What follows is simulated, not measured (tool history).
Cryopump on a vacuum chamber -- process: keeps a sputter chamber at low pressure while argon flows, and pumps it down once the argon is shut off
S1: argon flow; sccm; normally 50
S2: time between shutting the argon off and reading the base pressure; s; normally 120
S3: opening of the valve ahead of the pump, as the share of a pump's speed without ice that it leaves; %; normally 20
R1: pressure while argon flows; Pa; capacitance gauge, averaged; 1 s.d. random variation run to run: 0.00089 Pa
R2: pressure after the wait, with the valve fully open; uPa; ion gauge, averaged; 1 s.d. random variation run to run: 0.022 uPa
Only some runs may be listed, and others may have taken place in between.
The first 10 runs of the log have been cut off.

run	hour	S1	S2	S3	R1	R2
11	566.8	34	120	20	0.1278	0.99
12	636.5	34	120	20	0.1270	1.07
13	707.1	34	58	20	0.1269	1.56
14	753.3	50	120	29	0.1325	1.13
15	784.7	50	120	26	0.1477	1.17
16	836.9	95	120	26	0.2858	1.25
17	896.0	95	120	26	0.2835	1.31
18	942.6	50	120	20	0.1927	1.35
19	987.6	95	120	33	0.2321	1.40
20	1039.0	95	120	33	0.2339	1.47

What does the tool deliver on the next run?
# hour 1068.9: pump warmed up, emptied and cooled again
21	1095.4	99	120	18	?	?

R1: 0.4063 Pa
R2: 1.31 uPa
Minus the tool's unlogged condition, the same run would have read R1 0.4039 Pa, R2 0.59 uPa.
